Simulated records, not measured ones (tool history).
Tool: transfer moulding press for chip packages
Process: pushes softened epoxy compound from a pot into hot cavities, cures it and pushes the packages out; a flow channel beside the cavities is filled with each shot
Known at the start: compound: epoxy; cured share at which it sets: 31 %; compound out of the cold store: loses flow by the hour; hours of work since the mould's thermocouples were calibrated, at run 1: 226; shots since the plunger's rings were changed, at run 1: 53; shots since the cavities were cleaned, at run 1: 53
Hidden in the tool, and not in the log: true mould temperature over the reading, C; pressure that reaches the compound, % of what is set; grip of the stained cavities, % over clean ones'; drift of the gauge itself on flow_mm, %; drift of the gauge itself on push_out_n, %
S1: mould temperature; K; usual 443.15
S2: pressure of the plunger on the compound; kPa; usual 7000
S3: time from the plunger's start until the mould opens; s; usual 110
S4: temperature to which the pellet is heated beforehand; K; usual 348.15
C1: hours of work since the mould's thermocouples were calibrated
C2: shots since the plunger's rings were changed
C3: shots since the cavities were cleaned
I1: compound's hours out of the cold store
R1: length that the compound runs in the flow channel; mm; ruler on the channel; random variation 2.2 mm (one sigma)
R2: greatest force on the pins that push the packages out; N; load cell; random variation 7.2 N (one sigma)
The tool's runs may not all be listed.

| run | hour | S1 | S2 | S3 | S4 | C1 | C2 | C3 | I1 | R1 | R2 |
|---|---|---|---|---|---|---|---|---|---|---|---|
| 1 | 0 | 443.15 | 7000 | 110 | 348.15 | 226 | 53 | 53 | 46.4 | 493 | 310 |
| 2 | 10 | 443.15 | 7000 | 110 | 348.15 | 233 | 183 | 183 | 30.6 | 522 | 431 |
| 3 | 22.8 | 443.15 | 7000 | 110 | 348.15 | 243 | 349 | 349 | 32.8 | 516 | 493 |
| 4 | 32.1 | 443.15 | 7000 | 110 | 348.15 | 251 | 470 | 470 | 25.1 | 535 | 539 |
| 5 | 43.8 | 443.15 | 7000 | 110 | 348.15 | 260 | 623 | 623 | 19.7 | 544 | 576 |
| 6 | 50.4 | 443.15 | 7000 | 110 | 348.15 | 265 | 708 | 708 | 25.5 | 532 | 578 |
| 7 | 57.5 | 443.15 | 7000 | 110 | 348.15 | 271 | 801 | 801 | 43.2 | 493 | 583 |
|  | 64.7 | cavities cleaned with cleaning compound and waxed |
| 8 | 71.9 | 441.15 | 7000 | 110 | 348.15 | 281 | 969 | 94 | 26.2 | 527 | 389 |
| 9 | 78 | 443.15 | 7000 | 103 | 348.15 | 285 | 1048 | 173 | 13.8 | 552 | 457 |
| 10 | 84.2 | 443.15 | 7000 | 103 | 348.15 | 290 | 1129 | 254 | 21.8 | 533 | 518 |
| 11 | 97.4 | 443.15 | 7000 | 103 | 348.15 | 301 | 1301 | 426 | 37.8 | 500 | 581 |
|  | 101.7 | mould's thermocouples calibrated |
| 12 | 106.2 | 443.15 | 7000 | 103 | 348.15 | 3 | 1389 | 514 | 38.2 | 494 | 616 |
| 13 | 112.2 | 443.15 | 7000 | 110 | 357.15 | 8 | 1466 | 591 | 10.9 | 558 | 613 |
| 14 | 123 | 443.15 | 7000 | 110 | 357.15 | 17 | 1607 | 732 | 18 | 540 | 607 |
| 15 | 130.2 | 445.15 | 7120 | 114 | 348.15 | 22 | 1701 | 826 | 27.5 | 514 | 570 |
|  | 135 | cavities cleaned with cleaning compound and waxed |
| 16 | 139.6 | 438.15 | 5330 | 114 | 348.15 | 28 | 1804 | 60 | 18.1 | 483 | 458 |
| 17 | 147 | 438.15 | 5330 | 114 | 348.15 | 34 | 1900 | 156 | 47 | 429 | 491 |
| 18 | 159.9 | 438.15 | 5330 | 114 | 348.15 | 44 | 2068 | 324 | 46.6 | 427 | 616 |
| 19 | 170.3 | 438.15 | 5330 | 114 | 348.15 | 52 | 2203 | 459 | 38.7 | 439 | 675 |
| 20 | 178.7 | 438.15 | 5330 | 114 | 348.15 | 59 | 2313 | 569 | 34.2 | 449 | 689 |
| 21 | 188.2 | 446.15 | 7200 | 114 | 344.15 | 67 | 2437 | 693 | 36.9 | 491 | 540 |

Run 22 comes next. What will it give?
|  | 203 | cavities cleaned with cleaning compound and waxed |
| 22 | 203.3 | 442.15 | 7000 | 110 | 341.15 | 77 | 2613 | 4 | 37 | ? | ? |

Run 22 gave R1 490 mm, R2 312 N.
Without the tool's hidden state the same run would have given R1 512 mm, R2 299 N.

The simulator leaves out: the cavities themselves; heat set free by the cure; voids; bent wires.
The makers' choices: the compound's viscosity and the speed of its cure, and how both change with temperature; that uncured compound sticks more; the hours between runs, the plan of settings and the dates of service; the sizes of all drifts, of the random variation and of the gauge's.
